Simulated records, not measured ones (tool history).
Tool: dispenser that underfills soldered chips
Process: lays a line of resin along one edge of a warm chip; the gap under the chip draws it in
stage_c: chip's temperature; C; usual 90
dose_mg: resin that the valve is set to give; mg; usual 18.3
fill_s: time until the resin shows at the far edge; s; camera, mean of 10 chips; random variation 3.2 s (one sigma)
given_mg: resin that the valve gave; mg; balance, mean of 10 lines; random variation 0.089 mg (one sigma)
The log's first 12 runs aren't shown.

run 13 hour=73.2 | stage_c=90 dose_mg=18.3 | fill_s=409.7 given_mg=18.31
run 14 hour=76.4 | stage_c=90 dose_mg=18.3 | fill_s=453.6 given_mg=18.07
-- hour=81.1 new syringe of resin
run 15 hour=82.6 | stage_c=90 dose_mg=18.3 | fill_s=341.6 given_mg=18.14
run 16 hour=87.8 | stage_c=90 dose_mg=18.3 | fill_s=396.4 given_mg=18.11
run 17 hour=95.3 | stage_c=90 dose_mg=19.5 | fill_s=492.5 given_mg=19.11
-- hour=96.8 new syringe of resin
run 18 hour=103.2 | stage_c=101 dose_mg=19.5 | fill_s=263.4 given_mg=18.97
run 19 hour=108.4 | stage_c=82 dose_mg=17.6 | fill_s=648.5 given_mg=17.16
-- hour=112.4 new syringe of resin
run 20 hour=116.5 | stage_c=82 dose_mg=17.6 | fill_s=509.1 given_mg=17.09
run 21 hour=123 | stage_c=95 dose_mg=19 | fill_s=371.5 given_mg=18.34
-- hour=128 new syringe of resin
run 22 hour=131.2 | stage_c=95 dose_mg=19 | fill_s=293.2 given_mg=18.12
run 23 hour=138.5 | stage_c=95 dose_mg=19 | fill_s=371.6 given_mg=18.3
run 24 hour=142.6 | stage_c=98 dose_mg=16.5 | fill_s=389.3 given_mg=15.7
-- hour=143.5 new syringe of resin
run 25 hour=149.1 | stage_c=88 dose_mg=18.3 | fill_s=418.6 given_mg=17.53
run 26 hour=153.5 | stage_c=99 dose_mg=21.3 | fill_s=301.5 given_mg=20.22
run 27 hour=158.3 | stage_c=97 dose_mg=20.4 | fill_s=377 given_mg=19.55
-- hour=159.2 new syringe of resin
run 28 hour=164.5 | stage_c=93 dose_mg=20 | fill_s=336.6 given_mg=18.87
run 29 hour=168.9 | stage_c=93 dose_mg=20 | fill_s=384.2 given_mg=18.93
-- hour=174.9 new syringe of resin
run 30 hour=176.7 | stage_c=94 dose_mg=18.3 | fill_s=311.7 given_mg=17.24
run 31 hour=184.6 | stage_c=94 dose_mg=18.3 | fill_s=382.6 given_mg=16.96
-- hour=190.9 new syringe of resin
run 32 hour=192.1 | stage_c=77 dose_mg=17.7 | fill_s=597.8 given_mg=16.29
run 33 hour=200 | stage_c=77 dose_mg=17.7 | fill_s=742.2 given_mg=16.38
-- hour=201.6 dispensing valve cleaned and set on the balance
run 34 hour=206.4 | stage_c=86 dose_mg=17.7 | fill_s=598.8 given_mg=17.71
-- hour=207.4 new syringe of resin
run 35 hour=214.2 | stage_c=105 dose_mg=16 | fill_s=248.1 given_mg=15.93
run 36 hour=221.9 | stage_c=102 dose_mg=22.5 | fill_s=321.1 given_mg=22.24

Forecast each of these 4 alternatives for the next run:
-- hour=223.2 new syringe of resin
run A hour=226.5 | stage_c=88 dose_mg=17.4 | fill_s=? given_mg=?
-- hour=223.2 new syringe of resin
run B hour=226.5 | stage_c=99 dose_mg=18.3 | fill_s=? given_mg=?
-- hour=223.2 new syringe of resin
run C hour=226.5 | stage_c=90 dose_mg=18.1 | fill_s=? given_mg=?
-- hour=223.2 new syringe of resin
run D hour=226.5 | stage_c=95 dose_mg=21.2 | fill_s=? given_mg=?

run=A fill_s=406.7 given_mg=17.09
run=B fill_s=264.3 given_mg=18.12
run=C fill_s=369.7 given_mg=17.86
run=D fill_s=299.2 given_mg=20.78
Without the tool's hidden state the same runs would have given:
run=A fill_s=350.4 given_mg=17.33
run=B fill_s=228.4 given_mg=18.38
run=C fill_s=318.9 given_mg=18.11
run=D fill_s=258.7 given_mg=21.07

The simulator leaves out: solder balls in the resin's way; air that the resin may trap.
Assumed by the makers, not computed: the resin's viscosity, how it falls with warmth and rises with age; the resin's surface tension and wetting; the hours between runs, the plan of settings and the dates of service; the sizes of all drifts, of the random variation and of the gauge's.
